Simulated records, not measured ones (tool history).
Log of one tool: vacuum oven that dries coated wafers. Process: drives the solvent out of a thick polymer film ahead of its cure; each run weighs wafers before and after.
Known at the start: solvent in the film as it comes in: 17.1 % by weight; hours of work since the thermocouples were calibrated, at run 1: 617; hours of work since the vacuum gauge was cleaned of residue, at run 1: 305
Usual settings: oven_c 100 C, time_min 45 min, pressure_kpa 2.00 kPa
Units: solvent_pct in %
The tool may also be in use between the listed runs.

| run | hour | oven_c | time_min | pressure_kpa | hours of work since the thermocouples were calibrated | hours of work since the vacuum gauge was cleaned of residue | solvent_pct |
|---|---|---|---|---|---|---|---|
| 1 | 0.0 | 100 | 45 | 2.00 | 617 | 305 | 3.741 |
| 2 | 11.1 | 100 | 45 | 2.00 | 623 | 311 | 3.758 |
| 3 | 23.3 | 100 | 76 | 2.00 | 630 | 318 | 1.963 |
| 4 | 35.8 | 100 | 76 | 2.00 | 637 | 325 | 1.951 |
| 5 | 48.5 | 100 | 76 | 2.00 | 644 | 332 | 1.948 |
| 6 | 56.4 | 100 | 76 | 2.00 | 648 | 336 | 1.950 |
| 7 | 66.4 | 100 | 76 | 2.00 | 654 | 342 | 1.948 |
| 8 | 72.5 | 100 | 76 | 2.00 | 657 | 345 | 1.964 |
| 9 | 85.8 | 100 | 45 | 2.00 | 665 | 353 | 3.734 |
| 10 | 92.5 | 100 | 45 | 2.00 | 669 | 357 | 3.736 |
| 11 | 98.5 | 100 | 45 | 2.00 | 672 | 360 | 3.753 |
| 12 | 105.3 | 100 | 45 | 2.00 | 676 | 364 | 3.737 |
| 13 | 118.5 | 89 | 45 | 2.00 | 683 | 371 | 6.989 |
| 14 | 124.6 | 89 | 45 | 2.00 | 687 | 374 | 6.994 |
|  | 126.9 | vacuum gauge cleaned of residue and calibrated |
| 15 | 133.3 | 100 | 53 | 2.00 | 691 | 4 | 3.103 |
| 16 | 141.3 | 102 | 33 | 4.01 | 695 | 8 | 5.321 |
| 17 | 147.6 | 85 | 77 | 1.59 | 699 | 12 | 5.506 |
| 18 | 161.5 | 90 | 45 | 2.18 | 706 | 19 | 6.756 |
| 19 | 171.6 | 106 | 49 | 2.00 | 712 | 25 | 2.089 |
|  | 176.0 | vacuum gauge cleaned of residue and calibrated, once more |
| 20 | 184.2 | 104 | 42 | 4.44 | 718 | 5 | 3.914 |
| 21 | 191.5 | 100 | 29 | 2.00 | 722 | 9 | 5.724 |
| 22 | 199.2 | 100 | 45 | 3.69 | 727 | 13 | 4.404 |

The same runs without the tool's hidden state, with the same run-to-run variation:
The hidden state here: true wafer temperature over the reading, C; true pressure over the reading, kPa; drift of the gauge itself on solvent_pct, %.
| run | solvent_pct |
|---|---|
| 1 | 3.915 |
| 2 | 3.934 |
| 3 | 2.069 |
| 4 | 2.057 |
| 5 | 2.055 |
| 6 | 2.056 |
| 7 | 2.055 |
| 8 | 2.072 |
| 9 | 3.915 |
| 10 | 3.918 |
| 11 | 3.936 |
| 12 | 3.921 |
| 13 | 7.199 |
| 14 | 7.205 |
| 15 | 3.266 |
| 16 | 5.526 |
| 17 | 5.714 |
| 18 | 6.967 |
| 19 | 2.213 |
| 20 | 4.122 |
| 21 | 5.958 |
| 22 | 4.631 |

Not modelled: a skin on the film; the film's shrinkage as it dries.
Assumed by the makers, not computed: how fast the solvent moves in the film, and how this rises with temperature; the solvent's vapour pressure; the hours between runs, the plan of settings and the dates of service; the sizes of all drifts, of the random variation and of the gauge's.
